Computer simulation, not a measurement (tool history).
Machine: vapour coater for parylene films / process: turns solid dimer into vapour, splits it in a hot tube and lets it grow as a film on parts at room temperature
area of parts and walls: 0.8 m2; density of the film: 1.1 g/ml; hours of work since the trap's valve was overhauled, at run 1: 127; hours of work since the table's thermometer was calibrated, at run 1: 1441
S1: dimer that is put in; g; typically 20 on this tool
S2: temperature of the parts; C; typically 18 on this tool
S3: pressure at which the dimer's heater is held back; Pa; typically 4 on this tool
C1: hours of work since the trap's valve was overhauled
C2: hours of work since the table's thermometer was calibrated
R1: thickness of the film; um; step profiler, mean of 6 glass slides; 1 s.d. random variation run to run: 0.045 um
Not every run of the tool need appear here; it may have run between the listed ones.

run,hour,S1,S2,S3,C1,C2,R1
1,0,20,18,4,127,1441,15.64
2,41.5,20,18,4,157,1471,15.58
3,81.4,20,22,4,186,1501,14.34
4,131.4,20,22,4,223,1537,14.3
5,187.8,20,22,4,264,1579,14.39
6,255.5,20,22,4,314,1628,14.31
7,298.5,20,22,4,345,1660,14.34
8,360.8,20,22,4,391,1705,14.33
9,407,20,22,4,425,1739,14.33
10,443.9,20,22,4,452,1766,14.32
11,506.5,20,22,4,498,1812,14.41
12,558.1,20,18,4,535,1850,15.61
# hour 592.1: trap's valve overhauled
13,601.4,20,18,4,7,1878,15.55
14,655.3,20,18,4,46,1918,15.56
15,732.3,20,18,4,103,1974,15.51
16,772,20,14,4,132,2003,16.97
17,841.6,20,14,4,183,2054,16.99
18,910.1,20,18,4,233,2105,15.67
19,972.8,20,18,4,279,2150,15.55
20,1009.4,20,18,4,306,2177,15.59
21,1051.4,20,18,4,336,2208,15.59
# hour 1082.5: table's thermometer calibrated
22,1084.9,20,18,4,360,2,15.59
23,1127.1,20,18,4,391,33,15.59
24,1163.2,10,18,4,418,59,7.8
25,1202.9,10,18,4,447,88,7.81
26,1277.2,20,23,6.24,501,143,13.04
27,1314.2,20,18,7.17,528,170,14.14
28,1351.6,21,18,7.17,555,197,14.7
# hour 1362.3: trap's valve overhauled
29,1403.8,21,18,7.17,30,232,14.8
30,1442.9,20,28,4,59,261,12.73
31,1492.9,20,11,4,96,298,18
32,1569.2,9,13,2.82,152,353,8.29
33,1613.1,9,15,3.1,184,386,7.82
34,1650.2,9,15,3.1,211,413,7.81
35,1698.6,17,18,4,246,448,13.29
36,1744.9,20,18,8.74,280,482,13.59
37,1780.1,20,18,8.74,306,508,13.6
38,1824.3,18,18,4,338,540,14.01
39,1865.2,34,18,4,368,570,26.44
40,1901.6,34,18,4,395,597,26.49
41,1951.7,24,21,3.7,432,634,17.75
42,2022.3,17,12,2.85,483,685,15.91
43,2083.1,33,19,4,528,730,25.24
# hour 2128.1: trap's valve overhauled
44,2130.1,24,26,2.81,1,761,16.86
45,2162.4,30,14,2.81,25,785,26.98

Expected results for the next run?
46,2211.7,30,13,3.44,61,821,?

For run 46 the tool returned R1 26.54 um.
On a tool with no hidden condition, and with the same random variation, this run would have come out at R1 26.54 um.

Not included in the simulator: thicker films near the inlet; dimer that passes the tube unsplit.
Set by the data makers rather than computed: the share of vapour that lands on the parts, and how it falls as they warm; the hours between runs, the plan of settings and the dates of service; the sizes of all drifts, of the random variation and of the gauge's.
